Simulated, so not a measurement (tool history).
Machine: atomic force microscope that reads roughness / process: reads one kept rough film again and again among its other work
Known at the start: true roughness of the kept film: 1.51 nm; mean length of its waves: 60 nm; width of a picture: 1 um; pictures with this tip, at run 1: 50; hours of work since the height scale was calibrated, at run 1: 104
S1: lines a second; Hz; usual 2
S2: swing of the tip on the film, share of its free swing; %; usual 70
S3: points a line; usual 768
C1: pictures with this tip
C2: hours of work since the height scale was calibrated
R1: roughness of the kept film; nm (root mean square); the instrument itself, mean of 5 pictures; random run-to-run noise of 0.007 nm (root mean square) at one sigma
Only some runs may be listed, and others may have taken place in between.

| run | hour | S1 | S2 | S3 | C1 | C2 | R1 |
|---|---|---|---|---|---|---|---|
| 1 | 0 | 2 | 70 | 768 | 50 | 104 | 1.433 |
| 2 | 39.4 | 2 | 70 | 768 | 117 | 135 | 1.424 |
| 3 | 64.9 | 2 | 70 | 768 | 160 | 156 | 1.417 |
|  | 94.3 | new tip fitted |
| 4 | 117.7 | 2 | 70 | 768 | 39 | 197 | 1.436 |
| 5 | 169.1 | 2 | 62 | 768 | 126 | 238 | 1.446 |
| 6 | 192.4 | 1.8 | 70 | 768 | 166 | 256 | 1.415 |
|  | 218.9 | new tip fitted |
| 7 | 235.6 | 2 | 60 | 768 | 29 | 290 | 1.454 |
| 8 | 278.3 | 2 | 60 | 768 | 101 | 324 | 1.448 |
| 9 | 312.6 | 2 | 60 | 768 | 159 | 351 | 1.441 |
| 10 | 334.8 | 2 | 60 | 768 | 196 | 369 | 1.433 |
|  | 341.5 | new tip fitted |
| 11 | 359.7 | 2 | 70 | 768 | 31 | 388 | 1.438 |
| 12 | 381.3 | 1.88 | 70 | 768 | 67 | 405 | 1.456 |
| 13 | 423.8 | 2 | 79 | 768 | 139 | 439 | 1.397 |
| 14 | 458 | 2 | 86 | 768 | 197 | 466 | 1.347 |
|  | 465.7 | new tip fitted |
| 15 | 506.5 | 2 | 86 | 768 | 69 | 504 | 1.367 |
| 16 | 555.8 | 2 | 70 | 768 | 153 | 543 | 1.409 |
|  | 587.9 | new tip fitted |
| 17 | 609.6 | 1.27 | 64 | 408 | 37 | 586 | 1.461 |
| 18 | 635.5 | 1.27 | 64 | 408 | 80 | 606 | 1.442 |
| 19 | 674.4 | 1.27 | 64 | 408 | 146 | 637 | 1.431 |
|  | 711.9 | new tip fitted |
| 20 | 714.4 | 1.64 | 70 | 768 | 4 | 668 | 1.432 |
| 21 | 739.7 | 1.33 | 76 | 716 | 47 | 688 | 1.435 |
| 22 | 776.5 | 0.61 | 61 | 802 | 109 | 717 | 1.459 |
| 23 | 820.2 | 0.61 | 61 | 802 | 183 | 752 | 1.441 |
|  | 834.2 | new tip fitted |
| 24 | 847.5 | 0.61 | 61 | 802 | 22 | 773 | 1.499 |
| 25 | 887.6 | 0.61 | 61 | 802 | 90 | 805 | 1.468 |
| 26 | 919.3 | 0.61 | 61 | 802 | 144 | 830 | 1.465 |
|  | 957.3 | new tip fitted |
| 27 | 961.9 | 2 | 70 | 397 | 8 | 864 | 1.434 |
| 28 | 1006 | 0.86 | 72 | 493 | 83 | 899 | 1.448 |
| 29 | 1035.8 | 0.86 | 72 | 493 | 133 | 922 | 1.435 |
|  | 1082.2 | new tip fitted |
| 30 | 1087.1 | 3.05 | 76 | 493 | 9 | 962 | 1.375 |
| 31 | 1127.1 | 3.05 | 76 | 493 | 76 | 994 | 1.367 |

Run by run, hidden condition taken away, random variation retained:
The tool's hidden condition here consists of: radius of the tip, nm; height scale over the true one, %; drift of the gauge itself on roughness_nm, %.
| run | R1 |
|---|---|
| 1 | 1.442 |
| 2 | 1.445 |
| 3 | 1.446 |
| 4 | 1.445 |
| 5 | 1.472 |
| 6 | 1.448 |
| 7 | 1.462 |
| 8 | 1.47 |
| 9 | 1.474 |
| 10 | 1.473 |
| 11 | 1.447 |
| 12 | 1.47 |
| 13 | 1.424 |
| 14 | 1.383 |
| 15 | 1.383 |
| 16 | 1.442 |
| 17 | 1.473 |
| 18 | 1.462 |
| 19 | 1.463 |
| 20 | 1.437 |
| 21 | 1.447 |
| 22 | 1.484 |
| 23 | 1.481 |
| 24 | 1.508 |
| 25 | 1.491 |
| 26 | 1.498 |
| 27 | 1.441 |
| 28 | 1.469 |
| 29 | 1.467 |
| 30 | 1.383 |
| 31 | 1.387 |
